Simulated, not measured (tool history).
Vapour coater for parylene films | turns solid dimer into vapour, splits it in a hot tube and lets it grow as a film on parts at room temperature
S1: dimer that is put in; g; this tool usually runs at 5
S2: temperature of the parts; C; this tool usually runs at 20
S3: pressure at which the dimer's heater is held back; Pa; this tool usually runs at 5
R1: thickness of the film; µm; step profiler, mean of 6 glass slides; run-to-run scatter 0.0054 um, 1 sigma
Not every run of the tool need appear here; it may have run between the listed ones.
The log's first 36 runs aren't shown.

run   hour  S1  S2    S3     R1
 37    660   7  26  4.88  0.789
 38    680   2  18  4.06  0.317
 39  692.9   4  20   3.8  0.596
 40  711.7   4  20   3.8  0.592
 41    722   8  23  4.96  1.006
 42  743.4   8  23  4.96  1.001
 43  763.7   8  23  4.96  0.993
     779.2  -- trap's valve overhauled
 44  780.6   5  20   3.6  0.836
 45  802.7   4  14     5  0.793
 46  814.7   3  25     5  0.395
 47  827.1   4  16  5.67  0.722

Branching from run 47: 3 alternative next runs. What would each branch give?
  A  840.8   3  12  3.47   ?
  B  840.8   2  21  2.47   ?
  C  840.8   3  20     5   ?

run     R1
  A  0.679
  B  0.331
  C  0.468
Stripped of hidden state, with their random variation kept, the same runs would have yielded:
run     R1
  A  0.668
  B  0.326
  C  0.461
